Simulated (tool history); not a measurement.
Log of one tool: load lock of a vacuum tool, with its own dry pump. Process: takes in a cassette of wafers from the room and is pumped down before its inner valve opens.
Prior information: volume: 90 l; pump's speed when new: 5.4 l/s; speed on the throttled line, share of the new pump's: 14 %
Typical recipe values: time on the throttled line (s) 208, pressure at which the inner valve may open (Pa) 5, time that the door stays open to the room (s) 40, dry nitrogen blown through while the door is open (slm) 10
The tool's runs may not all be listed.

| run | hour | time on the throttled line (s) | pressure at which the inner valve may open (Pa) | time that the door stays open to the room (s) | dry nitrogen blown through while the door is open (slm) | incoming humidity of the room's air, % | time from the closed door until the inner valve may open (s) | rise of the pressure with all valves shut (Pa/min) |
|---|---|---|---|---|---|---|---|---|
| 1 | 0.0 | 208 | 5 | 40 | 10 | 44.4 | 353.3 | 0.099 |
| 2 | 71.3 | 208 | 5 | 40 | 10 | 47.1 | 354.2 | 0.113 |
| 3 | 131.6 | 208 | 5 | 40 | 10 | 44.9 | 353.9 | 0.110 |
| 4 | 249.9 | 208 | 5 | 40 | 10 | 46.2 | 353.6 | 0.114 |
| 5 | 360.1 | 208 | 5 | 40 | 10 | 44.3 | 354.4 | 0.112 |
| 6 | 463.7 | 208 | 5 | 40 | 10 | 43.3 | 354.8 | 0.118 |
| 7 | 542.2 | 208 | 5 | 40 | 10 | 44.1 | 354.8 | 0.116 |
| 8 | 598.3 | 208 | 5 | 40 | 10 | 46.6 | 353.9 | 0.124 |
| 9 | 709.5 | 208 | 5 | 40 | 10 | 43.8 | 354.6 | 0.125 |
| 10 | 762.5 | 208 | 5 | 40 | 10 | 42.5 | 355.4 | 0.128 |
| 11 | 886.9 | 208 | 5 | 40 | 10 | 48.4 | 356.6 | 0.136 |
| 12 | 981.5 | 208 | 5 | 40 | 10 | 43.9 | 354.8 | 0.131 |
| 13 | 1072.8 | 208 | 5 | 40 | 10 | 46.4 | 356.5 | 0.138 |
| 14 | 1158.6 | 208 | 5 | 40 | 10 | 41.2 | 356.3 | 0.129 |
| 15 | 1268.6 | 208 | 5 | 40 | 10 | 43.2 | 356.7 | 0.136 |
| 16 | 1350.6 | 208 | 5 | 40 | 10 | 39.7 | 355.9 | 0.139 |
| 17 | 1432.2 | 208 | 5 | 40 | 10 | 44.6 | 354.8 | 0.146 |
| 18 | 1507.9 | 208 | 5 | 40 | 10 | 44.4 | 357.0 | 0.140 |
| 19 | 1559.8 | 208 | 7 | 58 | 24 | 47.5 | 350.8 | 0.143 |
| 20 | 1682.1 | 112 | 6 | 46 | 8 | 43.5 | 272.3 | 0.156 |
| 21 | 1773.3 | 151 | 7 | 46 | 6 | 44.0 | 301.9 | 0.153 |
| 22 | 1898.9 | 151 | 7 | 46 | 6 | 49.7 | 302.4 | 0.171 |
| 23 | 1993.7 | 356 | 7 | 31 | 15 | 42.0 | 475.6 | 0.142 |
| 24 | 2061.5 | 110 | 5 | 40 | 10 | 47.0 | 274.3 | 0.164 |
| 25 | 2184.5 | 221 | 7 | 40 | 10 | 45.6 | 362.2 | 0.166 |
| 26 | 2241.5 | 221 | 7 | 40 | 10 | 43.6 | 360.8 | 0.158 |
| 27 | 2316.5 | 221 | 7 | 61 | 10 | 46.2 | 361.3 | 0.173 |
| 28 | 2380.2 | 221 | 7 | 61 | 10 | 46.0 | 361.8 | 0.180 |
| 29 | 2460.1 | 221 | 7 | 61 | 10 | 43.1 | 362.2 | 0.182 |
| 30 | 2559.0 | 208 | 6 | 33 | 10 | 45.5 | 354.1 | 0.167 |
| 31 | 2612.7 | 211 | 8 | 74 | 20 | 41.9 | 351.0 | 0.180 |
| 32 | 2708.5 | 283 | 6 | 26 | 8 | 46.1 | 418.9 | 0.176 |
| 33 | 2826.4 | 283 | 6 | 26 | 8 | 44.2 | 419.1 | 0.170 |
| 34 | 2936.0 | 208 | 9 | 99 | 15 | 48.9 | 347.3 | 0.210 |
| 35 | 3020.0 | 208 | 9 | 165 | 32 | 46.6 | 346.8 | 0.200 |
| 36 | 3138.3 | 185 | 5 | 40 | 10 | 44.6 | 338.5 | 0.189 |

Forecast each of these 4 alternatives for the next run:
| A | 3227.4 | 107 | 8 | 170 | 10 | 45.5 | ? | ? |
| B | 3227.4 | 185 | 4 | 99 | 15 | 46.3 | ? | ? |
| C | 3227.4 | 112 | 4 | 40 | 19 | 43.8 | ? | ? |
| D | 3227.4 | 185 | 9 | 65 | 9 | 43.3 | ? | ? |

| run | time from the closed door until the inner valve may open (s) | rise of the pressure with all valves shut (Pa/min) |
|---|---|---|
| A | 263.9 | 0.240 |
| B | 345.0 | 0.213 |
| C | 283.3 | 0.185 |
| D | 327.8 | 0.207 |
Stripped of hidden state, with their random variation kept, the same runs would have yielded:
| run | time from the closed door until the inner valve may open (s) | rise of the pressure with all valves shut (Pa/min) |
|---|---|---|
| A | 250.9 | 0.086 |
| B | 331.4 | 0.060 |
| C | 268.5 | 0.034 |
| D | 315.6 | 0.051 |
